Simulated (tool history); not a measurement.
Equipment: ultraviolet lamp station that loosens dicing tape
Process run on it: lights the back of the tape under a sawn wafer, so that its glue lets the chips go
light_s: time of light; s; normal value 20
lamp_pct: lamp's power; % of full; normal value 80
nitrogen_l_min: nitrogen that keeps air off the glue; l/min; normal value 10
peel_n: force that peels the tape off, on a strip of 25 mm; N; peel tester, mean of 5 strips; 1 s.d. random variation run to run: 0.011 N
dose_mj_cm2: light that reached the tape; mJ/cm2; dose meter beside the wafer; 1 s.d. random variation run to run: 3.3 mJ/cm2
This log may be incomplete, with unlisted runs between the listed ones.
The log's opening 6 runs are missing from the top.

run	hour	light_s	lamp_pct	nitrogen_l_min	hours of work of the lamp	hours of work since the window was cleaned	peel_n	dose_mj_cm2
7	73.9	20	81	10	256	555	0.707	419
8	83.1	20	86	10	262	561	0.619	445
9	94.1	20	86	10	269	568	0.65	446
10	102.5	20	81	10	274	573	0.688	417
11	109.3	20	74	10	278	577	0.782	386
12	116.6	20	80	5	282	581	1.076	413
13	131.5	15	80	5	291	591	1.502	311
14	140.6	15	80	5	297	596	1.53	304
15	153.8	15	80	5	305	604	1.49	308
16	165.3	20	80	10	312	611	0.727	408
17	178.8	20	80	10	320	620	0.709	402
18	191.2	20	65	10	328	627	1.003	326
19	198	20	65	10	332	631	0.971	323
20	204.2	20	65	10	336	635	0.991	328
# hour 215: window cleaned of glue's vapour
21	215	20	80	10	342	0	0.757	394
22	221.9	20	80	10	346	4	0.772	389
23	228	20	80	10	350	8	0.767	389
24	240.2	20	80	10	358	15	0.77	385
25	248.1	20	80	10	362	20	0.803	388
26	258.1	20	66	10	369	26	0.989	316
27	267.8	39	66	6	375	32	0.536	621
28	275.2	20	70	6	379	37	1.241	329
29	286.4	27	91	10	386	44	0.414	584
30	294.3	39	94	8	391	49	0.271	874
31	304.7	31	97	8	397	55	0.356	712

Forecast run 32:
# hour 306.5: window cleaned of glue's vapour, once more
32	311.4	20	67	11	401	3	?	?

{"run 32": {"peel_n": 0.681, "dose_mj_cm2": 402}}
Minus the tool's unlogged condition, the same run would have read peel_n 0.58 N, dose_mj_cm2 446 mJ/cm2.

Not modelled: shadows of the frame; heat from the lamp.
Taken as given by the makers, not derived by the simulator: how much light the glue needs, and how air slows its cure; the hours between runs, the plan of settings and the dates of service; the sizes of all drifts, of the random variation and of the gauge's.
